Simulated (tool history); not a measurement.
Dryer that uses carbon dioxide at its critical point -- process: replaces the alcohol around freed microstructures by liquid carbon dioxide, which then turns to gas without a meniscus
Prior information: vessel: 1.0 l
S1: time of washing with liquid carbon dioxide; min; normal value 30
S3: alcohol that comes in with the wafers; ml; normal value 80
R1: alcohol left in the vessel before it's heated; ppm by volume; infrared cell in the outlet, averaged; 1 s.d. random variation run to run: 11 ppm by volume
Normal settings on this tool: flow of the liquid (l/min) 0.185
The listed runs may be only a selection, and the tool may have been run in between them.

run 1 hour=0.0 | S1=30 flow_of_the_liquid_(l/min)=0.185 S3=80 | R1=785
run 2 hour=31.1 | S1=30 flow_of_the_liquid_(l/min)=0.185 S3=80 | R1=776
run 3 hour=71.6 | S1=30 flow_of_the_liquid_(l/min)=0.185 S3=96 | R1=992
run 4 hour=107.1 | S1=30 flow_of_the_liquid_(l/min)=0.185 S3=96 | R1=985
run 5 hour=126.5 | S1=30 flow_of_the_liquid_(l/min)=0.185 S3=81 | R1=848
run 6 hour=156.7 | S1=30 flow_of_the_liquid_(l/min)=0.185 S3=80 | R1=855
run 7 hour=193.8 | S1=30 flow_of_the_liquid_(l/min)=0.185 S3=80 | R1=899
run 8 hour=223.5 | S1=30 flow_of_the_liquid_(l/min)=0.185 S3=80 | R1=924
run 9 hour=265.1 | S1=28 flow_of_the_liquid_(l/min)=0.185 S3=80 | R1=1237
run 10 hour=306.7 | S1=28 flow_of_the_liquid_(l/min)=0.177 S3=80 | R1=1515
run 11 hour=345.1 | S1=30 flow_of_the_liquid_(l/min)=0.185 S3=80 | R1=1024
run 12 hour=374.0 | S1=41 flow_of_the_liquid_(l/min)=0.171 S3=35 | R1=157
-- hour=378.9 inlet filter changed
run 13 hour=409.0 | S1=30 flow_of_the_liquid_(l/min)=0.193 S3=90 | R1=637
run 14 hour=450.7 | S1=30 flow_of_the_liquid_(l/min)=0.193 S3=90 | R1=652
run 15 hour=472.0 | S1=29 flow_of_the_liquid_(l/min)=0.179 S3=61 | R1=743
run 16 hour=499.5 | S1=29 flow_of_the_liquid_(l/min)=0.179 S3=61 | R1=755
run 17 hour=538.6 | S1=31 flow_of_the_liquid_(l/min)=0.185 S3=27 | R1=229
run 18 hour=571.0 | S1=31 flow_of_the_liquid_(l/min)=0.185 S3=27 | R1=232
run 19 hour=614.6 | S1=37 flow_of_the_liquid_(l/min)=0.185 S3=26 | R1=117
run 20 hour=653.5 | S1=37 flow_of_the_liquid_(l/min)=0.185 S3=26 | R1=109
run 21 hour=695.0 | S1=37 flow_of_the_liquid_(l/min)=0.185 S3=26 | R1=125

What if the next run were any one of these 4? Each begins from the tool's condition after run 21:
run A hour=716.5 | S1=18 flow_of_the_liquid_(l/min)=0.185 S3=26 | R1=?
run B hour=716.5 | S1=37 flow_of_the_liquid_(l/min)=0.185 S3=54 | R1=?
run C hour=716.5 | S1=18 flow_of_the_liquid_(l/min)=0.268 S3=26 | R1=?
run D hour=716.5 | S1=37 flow_of_the_liquid_(l/min)=0.204 S3=26 | R1=?

run=A R1=1685
run=B R1=219
run=C R1=507
run=D R1=74
Without the tool's hidden state the same runs would have given:
run=A R1=1423
run=B R1=143
run=C R1=383
run=D R1=33
